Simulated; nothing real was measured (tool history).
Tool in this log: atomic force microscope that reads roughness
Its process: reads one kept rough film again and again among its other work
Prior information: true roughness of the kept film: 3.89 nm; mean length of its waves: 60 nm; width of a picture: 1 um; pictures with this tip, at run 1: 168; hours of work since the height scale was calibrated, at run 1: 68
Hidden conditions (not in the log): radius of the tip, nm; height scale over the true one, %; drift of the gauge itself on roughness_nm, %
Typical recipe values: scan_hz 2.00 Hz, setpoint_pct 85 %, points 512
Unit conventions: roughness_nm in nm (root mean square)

| run | day | scan_hz | setpoint_pct | points | pictures with this tip | hours of work since the height scale was calibrated | roughness_nm |
|---|---|---|---|---|---|---|---|
| 1 | 0.000 | 2.00 | 85 | 512 | 168 | 68 | 3.025 |
| 2 | 0.475 | 2.00 | 85 | 512 | 179 | 74 | 3.056 |
| 3 | 0.783 | 2.00 | 85 | 512 | 186 | 78 | 3.022 |
| 4 | 1.146 | 2.00 | 85 | 512 | 194 | 82 | 3.020 |
| 5 | 1.625 | 2.00 | 85 | 512 | 205 | 88 | 3.018 |
| 6 | 2.192 | 0.90 | 85 | 512 | 218 | 95 | 3.318 |
| 7 | 2.550 | 0.90 | 85 | 512 | 226 | 100 | 3.317 |
| 8 | 3.054 | 0.51 | 85 | 512 | 238 | 106 | 3.488 |
| 9 | 3.379 | 2.00 | 85 | 790 | 245 | 110 | 2.978 |
| 10 | 3.812 | 2.00 | 85 | 790 | 255 | 115 | 2.975 |
| 11 | 4.221 | 2.00 | 85 | 790 | 264 | 120 | 2.981 |
| 12 | 4.683 | 2.00 | 85 | 431 | 275 | 126 | 2.994 |
|  | 5.362 | new tip fitted |
| 13 | 5.362 | 2.00 | 85 | 751 | 0 | 134 | 3.117 |
| 14 | 6.025 | 2.00 | 85 | 751 | 15 | 142 | 3.122 |
| 15 | 6.433 | 0.66 | 62 | 512 | 24 | 147 | 3.728 |
| 16 | 6.788 | 0.72 | 60 | 292 | 32 | 152 | 3.697 |
| 17 | 7.338 | 0.84 | 89 | 977 | 45 | 159 | 3.402 |
| 18 | 7.933 | 2.00 | 76 | 798 | 58 | 166 | 3.302 |
| 19 | 8.612 | 2.00 | 84 | 512 | 74 | 174 | 3.115 |
| 20 | 8.950 | 2.00 | 63 | 669 | 81 | 178 | 3.526 |
| 21 | 9.367 | 2.00 | 79 | 440 | 91 | 184 | 3.226 |
| 22 | 9.829 | 0.64 | 71 | 1003 | 101 | 189 | 3.621 |
| 23 | 10.175 | 0.64 | 71 | 1003 | 109 | 194 | 3.621 |
| 24 | 10.525 | 1.31 | 71 | 540 | 117 | 198 | 3.467 |
| 25 | 11.196 | 2.29 | 85 | 1004 | 132 | 206 | 2.972 |
| 26 | 11.492 | 2.29 | 85 | 1004 | 139 | 210 | 2.978 |
| 27 | 12.042 | 1.33 | 79 | 356 | 152 | 217 | 3.350 |

Hidden condition of the tool, last listed run before each entry between runs versus first listed run after:
Between runs 12 and 13: new tip fitted (day 5.362)
  radius of the tip, nm: 18.6 -> 5.2; height scale over the true one, %: -0.04 -> -0.03
  the result without the hidden state subtracted from the measured one, roughness_nm: -0.172 -> -0.004 nm (root mean square)
